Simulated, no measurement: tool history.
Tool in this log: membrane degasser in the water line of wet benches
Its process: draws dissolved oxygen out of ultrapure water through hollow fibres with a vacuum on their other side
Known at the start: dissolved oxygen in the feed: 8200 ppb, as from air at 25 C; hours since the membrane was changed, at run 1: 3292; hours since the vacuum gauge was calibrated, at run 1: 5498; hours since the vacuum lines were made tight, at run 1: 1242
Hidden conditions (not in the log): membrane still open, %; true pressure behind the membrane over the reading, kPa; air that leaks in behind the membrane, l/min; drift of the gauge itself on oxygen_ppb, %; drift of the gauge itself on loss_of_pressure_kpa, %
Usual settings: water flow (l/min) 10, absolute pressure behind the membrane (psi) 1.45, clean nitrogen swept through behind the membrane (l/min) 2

| run | hour | water flow (l/min) | absolute pressure behind the membrane (psi) | clean nitrogen swept through behind the membrane (l/min) | hours since the membrane was changed | hours since the vacuum gauge was calibrated | hours since the vacuum lines were made tight | dissolved oxygen in the water behind the degasser (ppb) | pressure that the water loses in the fibres (psi) |
|---|---|---|---|---|---|---|---|---|---|
| 1 | 0 | 10 | 1.45 | 2 | 3292 | 5498 | 1242 | 106 | 9.034 |
| 2 | 85.6 | 10 | 1.45 | 2 | 3377 | 5584 | 1327 | 105.7 | 9.01 |
| 3 | 129.4 | 10 | 1.45 | 2 | 3421 | 5627 | 1371 | 105.3 | 8.943 |
| 4 | 199.1 | 10 | 0.91 | 2 | 3491 | 5697 | 1441 | 61.3 | 9.011 |
| 5 | 265.4 | 13 | 1.45 | 2 | 3557 | 5763 | 1507 | 176.7 | 11.661 |
| 6 | 350.4 | 16 | 1.45 | 2 | 3642 | 5848 | 1592 | 267.1 | 14.357 |
| 7 | 427.4 | 16 | 1.45 | 2 | 3719 | 5925 | 1669 | 275.5 | 14.382 |
| 8 | 492.7 | 16 | 1.45 | 2 | 3784 | 5991 | 1734 | 273.7 | 14.401 |
| 9 | 581.5 | 7 | 0.96 | 2 | 3873 | 6079 | 1823 | 33.9 | 6.283 |
| 10 | 654.4 | 11 | 1.32 | 5.13 | 3946 | 6152 | 1896 | 66 | 9.902 |
| 11 | 728.8 | 12 | 2.94 | 1.64 | 4020 | 6227 | 1970 | 338.8 | 10.752 |
| 12 | 794.4 | 15 | 1.45 | 1.55 | 4086 | 6292 | 2036 | 270.3 | 13.415 |
| 13 | 863.4 | 6 | 1.22 | 2 | 4155 | 6361 | 2105 | 39.7 | 5.377 |
| 14 | 949.6 | 10 | 1.45 | 2.89 | 4241 | 6448 | 2191 | 81.8 | 8.987 |
| 15 | 998.3 | 10 | 1.51 | 2 | 4290 | 6496 | 2240 | 111.5 | 9.023 |
| 16 | 1068.5 | 10 | 1.83 | 2.29 | 4360 | 6566 | 2310 | 121.7 | 8.987 |

Consider 5 possible next runs. They are alternatives, not a sequence: every one starts from the tool as it was left by run 16. What does each give?
| A | 1158.2 | 7 | 1.48 | 2.29 | 4450 | 6656 | 2400 | ? | ? |
| B | 1158.2 | 13 | 1.02 | 1.24 | 4450 | 6656 | 2400 | ? | ? |
| C | 1158.2 | 10 | 3.48 | 2 | 4450 | 6656 | 2400 | ? | ? |
| D | 1158.2 | 10 | 1.65 | 2.31 | 4450 | 6656 | 2400 | ? | ? |
| E | 1158.2 | 14 | 2.58 | 4.24 | 4450 | 6656 | 2400 | ? | ? |

| run | dissolved oxygen in the water behind the degasser (ppb) | pressure that the water loses in the fibres (psi) |
|---|---|---|
| A | 56.7 | 6.27 |
| B | 162.1 | 11.716 |
| C | 269.1 | 8.966 |
| D | 110.5 | 9.004 |
| E | 208.7 | 12.565 |
What these runs would have given with no unlogged condition in the tool:
| run | dissolved oxygen in the water behind the degasser (ppb) | pressure that the water loses in the fibres (psi) |
|---|---|---|
| A | 56.5 | 6.266 |
| B | 161.6 | 11.707 |
| C | 268.8 | 8.96 |
| D | 110.2 | 8.998 |
| E | 208.3 | 12.556 |
